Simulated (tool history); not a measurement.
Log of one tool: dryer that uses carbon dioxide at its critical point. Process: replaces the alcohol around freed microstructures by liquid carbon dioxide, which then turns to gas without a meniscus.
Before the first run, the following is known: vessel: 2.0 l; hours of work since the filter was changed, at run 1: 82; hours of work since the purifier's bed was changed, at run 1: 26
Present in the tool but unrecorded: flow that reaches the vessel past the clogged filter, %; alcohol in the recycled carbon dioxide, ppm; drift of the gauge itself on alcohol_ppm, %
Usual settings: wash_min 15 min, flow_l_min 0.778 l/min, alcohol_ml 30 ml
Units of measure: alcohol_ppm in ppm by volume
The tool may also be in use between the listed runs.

run  hour  wash_min  flow_l_min  alcohol_ml  hours of work since the filter was changed  hours of work since the purifier's bed was changed  alcohol_ppm
  1   0.0        15       0.778          30                                          82                                                  26          203
  2   8.1        15       0.890          30                                          88                                                  32          113
  3  11.8        15       0.778          30                                          91                                                  35          200
  4  20.1        15       0.947          30                                          98                                                  41           92
  5  24.2        15       0.947          30                                         101                                                  45           87
  6  29.7        15       0.947          30                                         105                                                  49           89
  7  36.0        15       0.778          30                                         110                                                  54          220
  8  39.7        15       0.778          30                                         113                                                  57          217
  9  48.5        15       0.778          30                                         120                                                  64          213
 10  53.7        15       1.253          30                                         124                                                  68           18
 11  58.8        15       0.511          30                                         128                                                  72          881
 12  66.0        15       0.951          30                                         134                                                  77          102
 13  74.6        15       0.546          30                                         140                                                  84          741
 14  80.2        15       0.546          30                                         145                                                  88          749
 15  88.1        18       0.778          89                                         151                                                  95          293
 16  92.4        18       0.778          89                                         154                                                  98          301

What does the tool deliver on the next run?
 17  98.7        18       0.778          89                                         159                                                 103            ?

{"run 17": {"alcohol_ppm": 297}}
On a tool with no hidden condition, and with the same random variation, this run would have come out at alcohol_ppm 189 ppm by volume.
